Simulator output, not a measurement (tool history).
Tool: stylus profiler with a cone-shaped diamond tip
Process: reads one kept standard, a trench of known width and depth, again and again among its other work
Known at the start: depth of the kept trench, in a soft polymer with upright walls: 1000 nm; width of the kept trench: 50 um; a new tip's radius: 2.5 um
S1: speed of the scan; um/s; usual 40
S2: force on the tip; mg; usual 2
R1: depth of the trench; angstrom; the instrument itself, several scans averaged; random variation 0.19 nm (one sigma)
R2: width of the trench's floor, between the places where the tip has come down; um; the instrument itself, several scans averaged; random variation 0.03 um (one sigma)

run	hour	S1	S2	R1	R2
1	0	40	2	10076.6	45.6
2	12.8	40	2	10074.8	45.54
3	24.5	40	2	10072.9	45.58
4	34.7	40	2	10077.4	45.53
5	42.7	40	2	10074.5	45.52
6	50.9	40	2	10074.2	45.49
7	61.3	40	2	10072	45.42
8	72.5	40	2	10075.6	45.49
9	82.6	40	2.44	10090.3	45.42
10	89.7	40	2	10074.8	45.38
11	97.8	40	2	10073.7	45.38
12	109	32	2	10074.4	45.44
13	124.3	40	4.26	10122.9	45.42
14	140.4	40	4.26	10122.2	45.4
15	155.5	40	4.26	10124.3	45.44
16	163.1	28	2	10074	45.39
17	175.9	20	2	10073	45.44
18	189.8	40	0.79	10040	45.11
19	198.4	51	2	10071.6	45.18
20	205.8	51	2	10070.6	45.16
21	213.7	51	2	10072.6	45.15
22	229	40	2	10074.3	45.23
23	239.5	40	2	10073.4	45.2
24	246.7	128	1.47	10054.5	44.46
25	258.2	128	1.47	10057.5	44.46
26	266.2	61	2.19	10079	45.04
27	279.6	130	0.74	10037.6	44
28	294.8	130	0.74	10033.6	43.98
29	309.8	38	3.96	10116.4	45.16
30	321.9	38	3.96	10118.7	45.13
31	337.2	20	3.96	10117.2	45.28
32	345.4	43	2	10067.9	45.04
33	352.2	15	2.74	10087.4	45.22
34	361.7	15	2.74	10088.7	45.14
35	372.4	16	1.19	10048.7	45.11
36	387.9	16	1.19	10051.9	45.1
37	401	78	2.91	10093.2	44.81
38	414.8	103	0.98	10041.4	44.24
39	430	14	1.44	10054.1	45.04
40	438.8	15	2	10068.9	45.06
41	448.5	39	1.35	10053.4	44.83
42	463.7	39	1.35	10054.4	44.83
43	479.1	17	1.29	10049.7	44.97
44	494.7	13	5.18	10138.8	45.03
45	503.3	25	5.4	10140.7	45.06
46	512.1	35	2	10070.8	44.85

Forecast each of these 3 alternatives for the next run:
A	525.4	22	0.95	?	?
B	525.4	10	1.51	?	?
C	525.4	15	0.86	?	?

run	R1	R2
A	10040.5	44.82
B	10058.7	45.01
C	10039.5	44.89
Without the tool's hidden state the same runs would have given:
run	R1	R2
A	10047	45.76
B	10065.1	45.95
C	10045.9	45.83
